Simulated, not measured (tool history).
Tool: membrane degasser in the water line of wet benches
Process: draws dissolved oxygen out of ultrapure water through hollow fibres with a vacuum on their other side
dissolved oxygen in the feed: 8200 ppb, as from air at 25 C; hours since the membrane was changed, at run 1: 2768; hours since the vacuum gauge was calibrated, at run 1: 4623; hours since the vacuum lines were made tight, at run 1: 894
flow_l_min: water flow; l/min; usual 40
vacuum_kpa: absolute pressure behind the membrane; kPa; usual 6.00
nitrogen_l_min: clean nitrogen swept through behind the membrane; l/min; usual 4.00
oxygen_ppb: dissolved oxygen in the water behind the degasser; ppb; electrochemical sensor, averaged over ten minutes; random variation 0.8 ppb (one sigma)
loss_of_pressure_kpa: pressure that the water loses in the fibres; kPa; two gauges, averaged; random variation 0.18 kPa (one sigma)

run	hour	flow_l_min	vacuum_kpa	nitrogen_l_min	hours since the membrane was changed	hours since the vacuum gauge was calibrated	hours since the vacuum lines were made tight	oxygen_ppb	loss_of_pressure_kpa
1	0.0	40	6.00	4.00	2768	4623	894	87.7	36.61
2	196.1	40	6.00	4.00	2964	4819	1090	91.1	36.70
3	390.9	40	6.00	4.00	3159	5014	1284	92.7	36.86
4	486.2	30	6.00	4.00	3254	5109	1380	67.4	27.80
5	579.8	43	6.00	4.00	3348	5203	1473	98.4	39.57
6	754.9	43	6.00	4.00	3523	5378	1648	101.7	39.73
7	897.8	43	6.00	4.00	3666	5521	1791	100.6	39.85
8	1061.5	43	10.34	4.00	3830	5685	1955	208.8	40.32
9	1146.8	40	6.00	4.00	3915	5770	2040	95.5	37.30
10	1344.7	40	6.00	4.00	4113	5968	2238	95.9	37.29
11	1452.4	40	6.00	4.00	4221	6075	2346	94.6	37.28
12	1553.3	40	6.00	2.29	4322	6176	2447	151.8	37.47
13	1744.8	40	6.00	2.29	4513	6368	2638	154.9	37.45
14	1932.7	40	6.00	2.29	4701	6556	2826	156.9	37.40
15	2090.1	30	6.00	2.29	4858	6713	2984	118.8	27.98
16	2201.1	53	6.00	4.00	4969	6824	3095	130.5	49.53
17	2395.0	34	8.47	8.49	5163	7018	3288	69.0	31.98
# hour 2543.7: vacuum gauge calibrated
18	2591.6	34	8.47	8.49	5359	48	3485	70.5	32.14
19	2753.3	31	8.47	3.86	5521	210	3646	127.3	29.16
20	2877.1	40	5.74	4.00	5645	333	3770	98.4	37.50
21	2967.7	40	5.74	4.00	5736	424	3861	97.7	38.00
22	3106.1	31	5.74	7.01	5874	562	3999	46.1	29.31
23	3301.9	31	5.74	7.01	6070	758	4195	47.3	29.43
24	3424.7	40	11.80	2.42	6193	881	4318	366.5	37.73
# hour 3458.4: vacuum gauge calibrated, once more
25	3600.3	40	11.80	2.42	6368	142	4493	324.7	38.05
26	3777.4	63	11.90	2.97	6545	319	4670	422.9	60.44
27	3868.7	40	6.00	4.60	6636	410	4761	70.5	37.73
28	3968.7	40	6.00	4.60	6736	510	4861	72.0	38.28
29	4120.1	37	13.94	3.82	6887	662	5013	255.5	35.00
30	4309.3	40	7.86	8.29	7077	851	5202	68.6	38.46
31	4406.7	42	4.01	4.00	7174	948	5299	38.0	40.09

Forecast each of these 5 alternatives for the next run:
A	4507.5	31	6.00	4.00	7275	1049	5400	?	?
B	4507.5	42	4.01	3.73	7275	1049	5400	?	?
C	4507.5	40	6.00	2.24	7275	1049	5400	?	?
D	4507.5	54	8.04	4.24	7275	1049	5400	?	?
E	4507.5	28	4.58	4.15	7275	1049	5400	?	?

run	oxygen_ppb	loss_of_pressure_kpa
A	62.3	29.85
B	39.6	40.48
C	131.3	38.10
D	166.9	51.80
E	30.7	26.97
Without the tool's hidden state the same runs would have given:
run	oxygen_ppb	loss_of_pressure_kpa
A	56.0	27.99
B	30.7	37.97
C	120.1	35.70
D	154.1	48.54
E	25.8	25.29

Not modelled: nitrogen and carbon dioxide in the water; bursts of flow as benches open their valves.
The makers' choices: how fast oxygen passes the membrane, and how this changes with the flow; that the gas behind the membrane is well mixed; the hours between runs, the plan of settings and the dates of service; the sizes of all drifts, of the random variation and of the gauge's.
